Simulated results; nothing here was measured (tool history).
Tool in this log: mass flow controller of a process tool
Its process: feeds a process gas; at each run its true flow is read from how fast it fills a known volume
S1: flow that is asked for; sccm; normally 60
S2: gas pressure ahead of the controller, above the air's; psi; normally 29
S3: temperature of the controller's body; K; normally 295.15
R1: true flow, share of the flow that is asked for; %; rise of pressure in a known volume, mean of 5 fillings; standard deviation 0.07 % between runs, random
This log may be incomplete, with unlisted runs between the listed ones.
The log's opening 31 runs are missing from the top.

{"run": 32, "hour": 9147.2, "S1": 69, "S2": 30.3, "S3": 300.15, "R1": 98.16}
{"run": 33, "hour": 9350.3, "S1": 38, "S2": 30.3, "S3": 306.15, "R1": 98.16}
{"run": 34, "hour": 9731.9, "S1": 38, "S2": 30.3, "S3": 306.15, "R1": 98.08}
{"run": 35, "hour": 9986.7, "S1": 60, "S2": 29, "S3": 308.15, "R1": 98.53}
{"run": 36, "hour": 10381.6, "S1": 60, "S2": 29, "S3": 308.15, "R1": 98.59}
{"run": 37, "hour": 10627.3, "S1": 60, "S2": 29, "S3": 308.15, "R1": 98.43}
{"run": 38, "hour": 10806.4, "S1": 28, "S2": 28.6, "S3": 295.15, "R1": 97.75}
{"run": 39, "hour": 10997.0, "S1": 104, "S2": 29, "S3": 306.15, "R1": 98.97}
{"run": 40, "hour": 11331.5, "S1": 77, "S2": 22.6, "S3": 306.15, "R1": 98.93}
{"run": 41, "hour": 11718.2, "S1": 60, "S2": 25.4, "S3": 295.15, "R1": 98.34}
{"run": 42, "hour": 12084.1, "S1": 56, "S2": 28.6, "S3": 295.15, "R1": 97.91}
{"run": 43, "hour": 12424.4, "S1": 181, "S2": 30.9, "S3": 295.15, "R1": 99.53}
{"run": 44, "hour": 12655.8, "S1": 180, "S2": 34.8, "S3": 298.15, "R1": 99.59}
{"run": 45, "hour": 12840.4, "S1": 59, "S2": 39.2, "S3": 298.15, "R1": 97.73}
{"run": 46, "hour": 13204.4, "S1": 59, "S2": 39.2, "S3": 298.15, "R1": 97.74}
{"run": 47, "hour": 13423.8, "S1": 60, "S2": 22.9, "S3": 293.15, "R1": 98.26}
{"run": 48, "hour": 13656.7, "S1": 60, "S2": 22.9, "S3": 293.15, "R1": 98.33}
{"run": 49, "hour": 13917.5, "S1": 60, "S2": 22.9, "S3": 293.15, "R1": 98.33}

Predict each of these 3 candidate next runs independently; none follows another, all start after run 49:
{"run": "A", "hour": 14289.9, "S1": 173, "S2": 33.1, "S3": 295.15, "R1": "?"}
{"run": "B", "hour": 14289.9, "S1": 87, "S2": 28.3, "S3": 299.15, "R1": "?"}
{"run": "C", "hour": 14289.9, "S1": 40, "S2": 22.9, "S3": 310.15, "R1": "?"}

run=A R1=99.42
run=B R1=98.72
run=C R1=98.55
Take away the tool's hidden state, keep each run's random variation, and the runs would have read:
run=A R1=99.43
run=B R1=98.73
run=C R1=98.57

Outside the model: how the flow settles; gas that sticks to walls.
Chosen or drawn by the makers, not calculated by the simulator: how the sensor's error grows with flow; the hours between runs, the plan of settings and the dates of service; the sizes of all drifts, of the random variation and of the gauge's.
